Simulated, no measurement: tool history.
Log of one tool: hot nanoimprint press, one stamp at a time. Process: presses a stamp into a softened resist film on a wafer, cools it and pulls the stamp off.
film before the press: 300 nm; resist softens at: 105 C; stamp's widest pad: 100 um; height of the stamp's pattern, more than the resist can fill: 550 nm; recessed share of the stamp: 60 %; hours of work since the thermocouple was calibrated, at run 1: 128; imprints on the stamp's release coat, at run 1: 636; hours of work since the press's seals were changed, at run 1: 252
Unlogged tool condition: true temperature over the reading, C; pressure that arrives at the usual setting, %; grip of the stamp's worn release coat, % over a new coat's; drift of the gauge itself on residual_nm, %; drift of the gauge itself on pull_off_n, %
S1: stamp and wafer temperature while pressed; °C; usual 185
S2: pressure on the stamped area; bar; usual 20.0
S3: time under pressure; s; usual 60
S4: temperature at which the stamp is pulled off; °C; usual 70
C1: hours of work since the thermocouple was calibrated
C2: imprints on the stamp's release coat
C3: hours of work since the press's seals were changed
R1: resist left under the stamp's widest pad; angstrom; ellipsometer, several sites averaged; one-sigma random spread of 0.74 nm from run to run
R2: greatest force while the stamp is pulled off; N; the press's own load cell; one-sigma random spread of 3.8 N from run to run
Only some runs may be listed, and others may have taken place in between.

run 1 hour=0.0 | S1=185 S2=20.0 S3=60 S4=70 | C1=128 C2=636 C3=252 | R1=1455 R2=175
run 2 hour=11.6 | S1=185 S2=20.0 S3=60 S4=70 | C1=134 C2=669 C3=258 | R1=1438 R2=180
run 3 hour=26.3 | S1=185 S2=20.0 S3=60 S4=70 | C1=142 C2=711 C3=266 | R1=1438 R2=176
run 4 hour=45.3 | S1=185 S2=20.0 S3=54 S4=70 | C1=152 C2=765 C3=276 | R1=1532 R2=183
run 5 hour=62.1 | S1=185 S2=20.0 S3=95 S4=70 | C1=161 C2=813 C3=285 | R1=1197 R2=181
run 6 hour=72.3 | S1=185 S2=20.0 S3=60 S4=70 | C1=166 C2=842 C3=290 | R1=1460 R2=186
run 7 hour=87.5 | S1=185 S2=20.0 S3=60 S4=70 | C1=174 C2=886 C3=298 | R1=1471 R2=184
run 8 hour=106.3 | S1=175 S2=20.0 S3=60 S4=70 | C1=184 C2=939 C3=308 | R1=2190 R2=181
run 9 hour=122.6 | S1=193 S2=27.3 S3=69 S4=70 | C1=193 C2=986 C3=317 | R1=811 R2=184
run 10 hour=137.6 | S1=186 S2=24.8 S3=94 S4=63 | C1=201 C2=1028 C3=325 | R1=1058 R2=210
run 11 hour=154.0 | S1=175 S2=24.8 S3=94 S4=64 | C1=209 C2=1075 C3=333 | R1=1831 R2=210
run 12 hour=169.8 | S1=185 S2=14.5 S3=60 S4=71 | C1=218 C2=1120 C3=342 | R1=1648 R2=178
run 13 hour=182.8 | S1=185 S2=17.6 S3=31 S4=71 | C1=225 C2=1157 C3=348 | R1=1919 R2=183
run 14 hour=195.1 | S1=186 S2=15.9 S3=31 S4=63 | C1=231 C2=1192 C3=355 | R1=1929 R2=222
run 15 hour=208.3 | S1=186 S2=15.9 S3=31 S4=63 | C1=238 C2=1230 C3=362 | R1=1908 R2=214

For some of the steps in R1 from one run to the next: how much would appear even if the tool had no hidden state, given the settings, what came in and random variation, and how much remains for the hidden state plus any gauge scatter that the measured result and the result without hidden state don't share?
Run 8 -> 9: S1 175 -> 193, S2 20.0 -> 27.3, S3 60 -> 69. R1 -1379 angstrom: hidden state -7, all else -1372.
